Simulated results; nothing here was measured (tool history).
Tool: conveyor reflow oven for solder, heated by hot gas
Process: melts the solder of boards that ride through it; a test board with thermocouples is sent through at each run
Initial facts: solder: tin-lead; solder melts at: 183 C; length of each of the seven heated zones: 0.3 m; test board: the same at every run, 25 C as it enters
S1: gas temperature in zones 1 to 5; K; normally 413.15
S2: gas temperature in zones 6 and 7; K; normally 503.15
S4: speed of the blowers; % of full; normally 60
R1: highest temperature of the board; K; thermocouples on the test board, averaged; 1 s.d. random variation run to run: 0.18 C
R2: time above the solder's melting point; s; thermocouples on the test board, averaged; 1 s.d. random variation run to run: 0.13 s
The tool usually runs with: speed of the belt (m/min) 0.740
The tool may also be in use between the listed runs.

{"run": 1, "hour": 0.0, "S1": 413.15, "S2": 503.15, "speed of the belt (m/min)": 0.74, "S4": 60, "R1": 482.35, "R2": 31.6}
{"run": 2, "hour": 8.4, "S1": 413.15, "S2": 503.15, "speed of the belt (m/min)": 0.74, "S4": 60, "R1": 482.45, "R2": 31.8}
{"hour": 15.5, "done": "flux residue cleaned out of gas plates and filters"}
{"run": 3, "hour": 17.8, "S1": 413.15, "S2": 503.15, "speed of the belt (m/min)": 0.74, "S4": 60, "R1": 482.55, "R2": 31.8}
{"run": 4, "hour": 23.3, "S1": 413.15, "S2": 503.15, "speed of the belt (m/min)": 0.74, "S4": 60, "R1": 482.25, "R2": 31.6}
{"run": 5, "hour": 32.8, "S1": 413.15, "S2": 503.15, "speed of the belt (m/min)": 0.74, "S4": 60, "R1": 482.35, "R2": 31.6}
{"run": 6, "hour": 41.3, "S1": 413.15, "S2": 503.15, "speed of the belt (m/min)": 0.74, "S4": 60, "R1": 482.55, "R2": 31.5}
{"run": 7, "hour": 50.5, "S1": 420.15, "S2": 503.15, "speed of the belt (m/min)": 0.74, "S4": 60, "R1": 484.35, "R2": 34.4}
{"run": 8, "hour": 57.1, "S1": 413.15, "S2": 492.15, "speed of the belt (m/min)": 0.74, "S4": 60, "R1": 473.65, "R2": 24.9}
{"run": 9, "hour": 62.8, "S1": 413.15, "S2": 503.15, "speed of the belt (m/min)": 0.615, "S4": 60, "R1": 488.35, "R2": 43.4}
{"run": 10, "hour": 69.2, "S1": 413.15, "S2": 503.15, "speed of the belt (m/min)": 0.615, "S4": 60, "R1": 488.25, "R2": 43.5}
{"run": 11, "hour": 75.5, "S1": 413.15, "S2": 503.15, "speed of the belt (m/min)": 0.74, "S4": 60, "R1": 482.15, "R2": 31.6}
{"run": 12, "hour": 85.5, "S1": 413.15, "S2": 503.15, "speed of the belt (m/min)": 0.74, "S4": 60, "R1": 482.45, "R2": 31.7}
{"run": 13, "hour": 92.0, "S1": 413.15, "S2": 503.15, "speed of the belt (m/min)": 0.74, "S4": 88, "R1": 489.65, "R2": 37.0}
{"run": 14, "hour": 100.7, "S1": 413.15, "S2": 503.15, "speed of the belt (m/min)": 0.74, "S4": 88, "R1": 489.45, "R2": 37.0}
{"run": 15, "hour": 109.4, "S1": 413.15, "S2": 499.15, "speed of the belt (m/min)": 0.74, "S4": 88, "R1": 485.85, "R2": 35.4}
{"run": 16, "hour": 119.7, "S1": 413.15, "S2": 499.15, "speed of the belt (m/min)": 0.74, "S4": 88, "R1": 485.85, "R2": 35.3}
{"run": 17, "hour": 128.7, "S1": 413.15, "S2": 499.15, "speed of the belt (m/min)": 0.74, "S4": 88, "R1": 485.75, "R2": 35.0}
{"run": 18, "hour": 133.2, "S1": 428.15, "S2": 503.15, "speed of the belt (m/min)": 0.74, "S4": 68, "R1": 487.75, "R2": 39.4}
{"run": 19, "hour": 140.3, "S1": 415.15, "S2": 503.15, "speed of the belt (m/min)": 0.788, "S4": 85, "R1": 487.35, "R2": 33.7}
{"run": 20, "hour": 148.6, "S1": 402.15, "S2": 503.15, "speed of the belt (m/min)": 0.596, "S4": 60, "R1": 487.55, "R2": 41.5}
{"run": 21, "hour": 156.1, "S1": 402.15, "S2": 503.15, "speed of the belt (m/min)": 0.596, "S4": 60, "R1": 487.45, "R2": 41.7}
{"run": 22, "hour": 164.9, "S1": 413.15, "S2": 511.15, "speed of the belt (m/min)": 0.74, "S4": 51, "R1": 485.55, "R2": 33.2}
{"run": 23, "hour": 169.9, "S1": 413.15, "S2": 511.15, "speed of the belt (m/min)": 0.74, "S4": 51, "R1": 485.35, "R2": 33.1}
{"run": 24, "hour": 178.8, "S1": 413.15, "S2": 511.15, "speed of the belt (m/min)": 0.74, "S4": 51, "R1": 485.65, "R2": 33.2}
{"run": 25, "hour": 184.3, "S1": 413.15, "S2": 498.15, "speed of the belt (m/min)": 0.74, "S4": 51, "R1": 475.55, "R2": 25.4}
{"run": 26, "hour": 193.5, "S1": 424.15, "S2": 508.15, "speed of the belt (m/min)": 0.706, "S4": 64, "R1": 492.05, "R2": 42.2}
{"run": 27, "hour": 202.8, "S1": 424.15, "S2": 517.15, "speed of the belt (m/min)": 0.706, "S4": 72, "R1": 501.65, "R2": 46.2}
{"run": 28, "hour": 210.5, "S1": 398.15, "S2": 503.15, "speed of the belt (m/min)": 0.74, "S4": 62, "R1": 479.55, "R2": 26.9}
{"run": 29, "hour": 218.8, "S1": 422.15, "S2": 500.15, "speed of the belt (m/min)": 0.74, "S4": 56, "R1": 480.75, "R2": 32.5}
{"run": 30, "hour": 224.9, "S1": 408.15, "S2": 500.15, "speed of the belt (m/min)": 0.819, "S4": 73, "R1": 479.05, "R2": 26.0}
{"run": 31, "hour": 233.8, "S1": 408.15, "S2": 500.15, "speed of the belt (m/min)": 0.631, "S4": 78, "R1": 488.25, "R2": 41.9}

Each row is a separate what-if for the run after 31, all from the same tool condition, not one after another. Results?
{"run": "A", "hour": 243.7, "S1": 418.15, "S2": 503.15, "speed of the belt (m/min)": 0.74, "S4": 87, "R1": "?", "R2": "?"}
{"run": "B", "hour": 243.7, "S1": 407.15, "S2": 517.15, "speed of the belt (m/min)": 0.74, "S4": 55, "R1": "?", "R2": "?"}
{"run": "C", "hour": 243.7, "S1": 413.15, "S2": 518.15, "speed of the belt (m/min)": 0.74, "S4": 79, "R1": "?", "R2": "?"}
{"run": "D", "hour": 243.7, "S1": 405.15, "S2": 496.15, "speed of the belt (m/min)": 0.803, "S4": 60, "R1": "?", "R2": "?"}

run=A R1=490.45 R2=37.9
run=B R1=490.65 R2=34.8
run=C R1=500.75 R2=41.2
run=D R1=471.85 R2=19.5
Had the tool no hidden state, the same runs would have come out as:
run=A R1=490.45 R2=37.9
run=B R1=490.65 R2=34.8
run=C R1=500.75 R2=41.2
run=D R1=471.85 R2=19.5
